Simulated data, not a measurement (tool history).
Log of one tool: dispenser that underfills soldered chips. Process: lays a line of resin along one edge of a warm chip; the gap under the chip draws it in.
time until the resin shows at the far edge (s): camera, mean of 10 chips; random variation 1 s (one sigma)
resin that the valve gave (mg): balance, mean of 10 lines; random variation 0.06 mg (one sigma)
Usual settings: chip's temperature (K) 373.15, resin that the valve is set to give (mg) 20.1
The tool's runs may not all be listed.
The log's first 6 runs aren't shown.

run	day	chip's temperature (K)	resin that the valve is set to give (mg)	time until the resin shows at the far edge (s)	resin that the valve gave (mg)
# day 2.35: new syringe of resin
7	2.458	373.15	20.1	105.7	19.79
# day 2.746: new syringe of resin
8	2.983	373.15	20.1	120.8	19.66
# day 3.167: new syringe of resin
9	3.362	373.15	22.9	110.1	22.42
# day 3.562: new syringe of resin
10	3.829	373.15	20.1	117.9	19.8
# day 3.954: new syringe of resin
11	4.258	373.15	20.1	123.7	19.74
# day 4.354: new syringe of resin
12	4.546	381.15	20.1	90.3	19.52
# day 4.738: new syringe of resin
# day 4.779: dispensing valve cleaned and set on the balance
13	4.825	373.15	18.9	100.8	18.92
# day 5.167: new syringe of resin
14	5.233	373.15	18.9	101	18.78
15	5.467	373.15	18.9	121.1	18.75
# day 5.562: new syringe of resin
16	5.788	373.15	20.1	118.2	19.9
# day 5.958: new syringe of resin
17	6.254	373.15	20.1	122	19.9
# day 6.379: new syringe of resin
18	6.692	373.15	20.9	126.3	20.53
# day 6.788: new syringe of resin
19	7.088	373.15	20.9	123.2	20.58
# day 7.183: new syringe of resin
20	7.508	373.15	20.9	125.2	20.59
# day 7.588: new syringe of resin
21	7.758	376.15	22.7	102.4	22.39
# day 8: new syringe of resin
22	8.308	384.15	18.7	91.3	18.21
# day 8.421: new syringe of resin
23	8.629	365.15	22.8	140.7	22.3
# day 8.846: new syringe of resin
# day 9.146: dispensing valve cleaned and set on the balance
24	9.2	373.15	18.7	120.5	18.72
# day 9.304: new syringe of resin
25	9.658	365.15	19.6	156.2	19.61
# day 9.717: new syringe of resin
26	10.017	365.15	19.6	150.7	19.43
# day 10.108: new syringe of resin
27	10.279	365.15	19.6	135.3	19.44
# day 10.492: new syringe of resin
28	10.675	384.15	25.5	78.8	25.39
# day 10.908: new syringe of resin
29	11	384.15	25.5	72.9	25.32
# day 11.312: new syringe of resin
30	11.533	382.15	19	87.1	18.81

The next listed run, before its measurement:
# day 11.7: new syringe of resin
31	11.867	382.15	19	?	?

{"run 31": {"time until the resin shows at the far edge (s)": 84.2, "resin that the valve gave (mg)": 18.68}}
Without the tool's hidden state the same run would have given time until the resin shows at the far edge (s) 76.1, resin that the valve gave (mg) 18.98.
